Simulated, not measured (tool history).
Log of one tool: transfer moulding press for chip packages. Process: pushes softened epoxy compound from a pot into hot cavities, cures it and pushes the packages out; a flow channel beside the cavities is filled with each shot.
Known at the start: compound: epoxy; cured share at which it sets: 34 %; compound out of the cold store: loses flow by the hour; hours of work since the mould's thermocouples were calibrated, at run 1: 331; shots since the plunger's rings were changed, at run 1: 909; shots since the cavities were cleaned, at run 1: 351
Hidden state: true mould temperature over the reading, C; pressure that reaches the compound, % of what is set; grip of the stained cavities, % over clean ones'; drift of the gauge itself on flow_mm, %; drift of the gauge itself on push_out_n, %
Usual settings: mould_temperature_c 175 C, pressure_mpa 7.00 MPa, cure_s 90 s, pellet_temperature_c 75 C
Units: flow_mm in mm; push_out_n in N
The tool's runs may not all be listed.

| run | day | mould_temperature_c | pressure_mpa | cure_s | pellet_temperature_c | hours of work since the mould's thermocouples were calibrated | shots since the plunger's rings were changed | shots since the cavities were cleaned | incoming compound's hours out of the cold store | flow_mm | push_out_n |
|---|---|---|---|---|---|---|---|---|---|---|---|
| 1 | 0.000 | 175 | 7.00 | 90 | 75 | 331 | 909 | 351 | 11.5 | 999 | 390 |
|  | 1.262 | cavities cleaned with cleaning compound and waxed |
| 2 | 1.950 | 175 | 7.00 | 90 | 75 | 349 | 1275 | 133 | 21.5 | 970 | 281 |
| 3 | 2.912 | 175 | 7.00 | 90 | 75 | 358 | 1462 | 320 | 35.6 | 933 | 353 |
| 4 | 3.950 | 175 | 7.00 | 83 | 75 | 369 | 1665 | 523 | 32.9 | 935 | 451 |
|  | 4.329 | cavities cleaned with cleaning compound and waxed |
| 5 | 5.938 | 175 | 7.00 | 83 | 75 | 387 | 2038 | 312 | 12.5 | 970 | 418 |
|  | 7.275 | cavities cleaned with cleaning compound and waxed |
| 6 | 7.279 | 175 | 7.00 | 83 | 75 | 400 | 2287 | 1 | 12.1 | 970 | 237 |
| 7 | 9.208 | 175 | 7.00 | 83 | 75 | 418 | 2662 | 376 | 17.6 | 947 | 439 |
|  | 10.279 | cavities cleaned with cleaning compound and waxed |
| 8 | 11.138 | 175 | 7.00 | 83 | 75 | 437 | 3025 | 168 | 40.5 | 878 | 349 |
| 9 | 11.971 | 175 | 7.00 | 83 | 75 | 445 | 3186 | 329 | 34.0 | 906 | 410 |
|  | 13.217 | cavities cleaned with cleaning compound and waxed |
| 10 | 13.858 | 175 | 7.00 | 83 | 75 | 462 | 3541 | 125 | 10.2 | 932 | 336 |
| 11 | 15.338 | 175 | 7.00 | 83 | 75 | 477 | 3828 | 412 | 34.6 | 882 | 448 |
|  | 16.196 | cavities cleaned with cleaning compound and waxed |
| 12 | 17.379 | 175 | 7.00 | 83 | 75 | 496 | 4213 | 230 | 39.7 | 859 | 374 |
| 13 | 18.717 | 175 | 7.00 | 83 | 75 | 509 | 4473 | 490 | 46.8 | 839 | 445 |
|  | 19.258 | cavities cleaned with cleaning compound and waxed |
| 14 | 20.146 | 178 | 5.91 | 113 | 75 | 522 | 4738 | 172 | 9.5 | 837 | 256 |
| 15 | 21.658 | 180 | 7.00 | 91 | 75 | 537 | 5033 | 467 | 42.7 | 817 | 343 |
|  | 21.883 | mould's thermocouples calibrated |
|  | 22.283 | cavities cleaned with cleaning compound and waxed |
| 16 | 23.446 | 180 | 7.00 | 91 | 75 | 15 | 5352 | 226 | 8.5 | 894 | 281 |
| 17 | 24.454 | 180 | 7.00 | 91 | 75 | 24 | 5547 | 421 | 19.1 | 862 | 336 |
|  | 25.242 | cavities cleaned with cleaning compound and waxed |
| 18 | 25.754 | 180 | 6.23 | 91 | 77 | 36 | 5788 | 100 | 30.2 | 793 | 236 |
| 19 | 27.475 | 170 | 8.35 | 125 | 78 | 53 | 6122 | 434 | 38.1 | 932 | 349 |
|  | 28.246 | plunger's sealing rings changed |
|  | 28.308 | cavities cleaned with cleaning compound and waxed |
| 20 | 29.188 | 170 | 8.35 | 125 | 78 | 68 | 171 | 171 | 40.6 | 1049 | 267 |
| 21 | 30.879 | 179 | 7.00 | 86 | 76 | 85 | 500 | 500 | 9.6 | 1009 | 373 |
|  | 31.433 | mould's thermocouples calibrated, once more |
|  | 31.496 | cavities cleaned with cleaning compound and waxed |
| 22 | 32.104 | 170 | 8.20 | 111 | 73 | 6 | 709 | 118 | 10.4 | 1110 | 277 |
| 23 | 33.596 | 170 | 5.49 | 111 | 73 | 20 | 999 | 408 | 27.5 | 864 | 371 |
|  | 34.462 | cavities cleaned with cleaning compound and waxed |
| 24 | 35.388 | 170 | 5.32 | 96 | 74 | 37 | 1335 | 180 | 35.1 | 827 | 355 |
| 25 | 36.229 | 172 | 5.32 | 96 | 74 | 45 | 1499 | 344 | 16.9 | 856 | 379 |
|  | 37.512 | cavities cleaned with cleaning compound and waxed |
| 26 | 37.754 | 172 | 5.32 | 96 | 74 | 60 | 1783 | 47 | 18.9 | 842 | 249 |

3 ways to go on from here, each from the tool as it stands after run 26. What would each give?
| A | 39.608 | 172 | 5.32 | 82 | 74 | 78 | 2143 | 407 | 20.2 | ? | ? |
| B | 39.608 | 175 | 7.00 | 90 | 76 | 78 | 2143 | 407 | 38.9 | ? | ? |
| C | 39.608 | 172 | 5.32 | 110 | 74 | 78 | 2143 | 407 | 31.5 | ? | ? |

| run | flow_mm | push_out_n |
|---|---|---|
| A | 844 | 538 |
| B | 892 | 370 |
| C | 806 | 349 |
Without the tool's hidden state the same runs would have given:
| run | flow_mm | push_out_n |
|---|---|---|
| A | 882 | 283 |
| B | 932 | 192 |
| C | 843 | 181 |

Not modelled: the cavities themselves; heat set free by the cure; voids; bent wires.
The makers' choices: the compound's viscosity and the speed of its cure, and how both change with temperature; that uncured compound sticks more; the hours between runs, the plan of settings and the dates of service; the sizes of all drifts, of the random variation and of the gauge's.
